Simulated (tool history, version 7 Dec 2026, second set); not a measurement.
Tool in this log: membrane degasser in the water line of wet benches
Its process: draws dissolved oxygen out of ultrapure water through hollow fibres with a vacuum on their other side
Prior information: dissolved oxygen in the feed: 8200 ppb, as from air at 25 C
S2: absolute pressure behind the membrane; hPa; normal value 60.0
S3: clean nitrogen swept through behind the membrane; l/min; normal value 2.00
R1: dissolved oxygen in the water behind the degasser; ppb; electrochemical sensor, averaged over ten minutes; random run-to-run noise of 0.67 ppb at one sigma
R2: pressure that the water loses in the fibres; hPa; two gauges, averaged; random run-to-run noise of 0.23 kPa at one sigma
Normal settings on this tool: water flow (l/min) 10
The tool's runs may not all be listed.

run 1 hour=0.0 | water_flow_(l/min)=10 S2=60.0 S3=2.00 | R1=66.5 R2=590.9
run 2 hour=54.5 | water_flow_(l/min)=10 S2=70.0 S3=2.00 | R1=79.7 R2=591.8
run 3 hour=90.6 | water_flow_(l/min)=10 S2=70.0 S3=2.00 | R1=79.0 R2=584.3
run 4 hour=122.0 | water_flow_(l/min)=10 S2=41.0 S3=2.00 | R1=43.3 R2=597.1
run 5 hour=154.8 | water_flow_(l/min)=10 S2=60.0 S3=2.00 | R1=66.2 R2=585.4
run 6 hour=180.6 | water_flow_(l/min)=10 S2=60.0 S3=2.00 | R1=66.5 R2=592.4
run 7 hour=217.1 | water_flow_(l/min)=7 S2=60.0 S3=2.00 | R1=39.7 R2=414.1
run 8 hour=267.4 | water_flow_(l/min)=10 S2=60.0 S3=2.00 | R1=66.8 R2=591.3
run 9 hour=316.3 | water_flow_(l/min)=10 S2=60.0 S3=2.00 | R1=67.5 R2=590.3
run 10 hour=372.4 | water_flow_(l/min)=10 S2=60.0 S3=2.00 | R1=67.1 R2=590.7
run 11 hour=422.4 | water_flow_(l/min)=10 S2=60.0 S3=2.00 | R1=66.0 R2=590.1
run 12 hour=451.9 | water_flow_(l/min)=10 S2=60.0 S3=2.00 | R1=66.7 R2=590.8
run 13 hour=494.0 | water_flow_(l/min)=10 S2=60.0 S3=2.00 | R1=66.2 R2=589.8
run 14 hour=529.4 | water_flow_(l/min)=10 S2=60.0 S3=2.00 | R1=67.1 R2=593.1
run 15 hour=554.3 | water_flow_(l/min)=10 S2=60.0 S3=1.67 | R1=74.2 R2=591.4
run 16 hour=588.5 | water_flow_(l/min)=10 S2=60.0 S3=4.05 | R1=47.7 R2=592.1
run 17 hour=614.0 | water_flow_(l/min)=7 S2=54.1 S3=0.88 | R1=62.4 R2=414.9
run 18 hour=656.7 | water_flow_(l/min)=7 S2=54.1 S3=1.74 | R1=38.6 R2=415.2
run 19 hour=715.0 | water_flow_(l/min)=7 S2=54.1 S3=1.74 | R1=38.5 R2=415.4
run 20 hour=739.9 | water_flow_(l/min)=7 S2=123.8 S3=1.74 | R1=108.4 R2=413.9
run 21 hour=783.9 | water_flow_(l/min)=7 S2=70.4 S3=4.55 | R1=28.3 R2=413.8
run 22 hour=826.2 | water_flow_(l/min)=10 S2=145.1 S3=4.55 | R1=94.2 R2=585.0
run 23 hour=860.9 | water_flow_(l/min)=10 S2=61.0 S3=4.55 | R1=47.0 R2=595.1
run 24 hour=909.5 | water_flow_(l/min)=14 S2=109.9 S3=2.00 | R1=195.9 R2=831.5
run 25 hour=939.6 | water_flow_(l/min)=10 S2=56.6 S3=3.55 | R1=49.3 R2=589.7
run 26 hour=998.2 | water_flow_(l/min)=13 S2=129.7 S3=1.48 | R1=259.8 R2=767.9
run 27 hour=1050.9 | water_flow_(l/min)=8 S2=106.7 S3=1.84 | R1=104.9 R2=472.3
run 28 hour=1091.6 | water_flow_(l/min)=8 S2=106.7 S3=1.84 | R1=103.6 R2=469.6
run 29 hour=1149.5 | water_flow_(l/min)=8 S2=106.7 S3=1.84 | R1=102.8 R2=474.9
run 30 hour=1182.2 | water_flow_(l/min)=11 S2=66.6 S3=2.75 | R1=73.3 R2=653.5
run 31 hour=1235.9 | water_flow_(l/min)=11 S2=66.6 S3=1.91 | R1=90.9 R2=652.4
run 32 hour=1279.9 | water_flow_(l/min)=14 S2=114.8 S3=0.83 | R1=386.7 R2=831.7

Below are 4 alternative next runs, each starting from the tool's condition after run 32. Predict each:
run A hour=1315.8 | water_flow_(l/min)=12 S2=60.0 S3=0.94 | R1=? R2=?
run B hour=1315.8 | water_flow_(l/min)=13 S2=48.3 S3=2.16 | R1=? R2=?
run C hour=1315.8 | water_flow_(l/min)=10 S2=60.0 S3=5.52 | R1=? R2=?
run D hour=1315.8 | water_flow_(l/min)=8 S2=49.0 S3=0.95 | R1=? R2=?

run=A R1=135.0 R2=711.9
run=B R1=81.6 R2=772.0
run=C R1=43.6 R2=593.2
run=D R1=60.4 R2=472.2
Without the tool's unlogged condition, the same runs would have read:
run=A R1=118.5 R2=704.2
run=B R1=71.8 R2=763.6
run=C R1=39.4 R2=586.8
run=D R1=49.1 R2=467.1
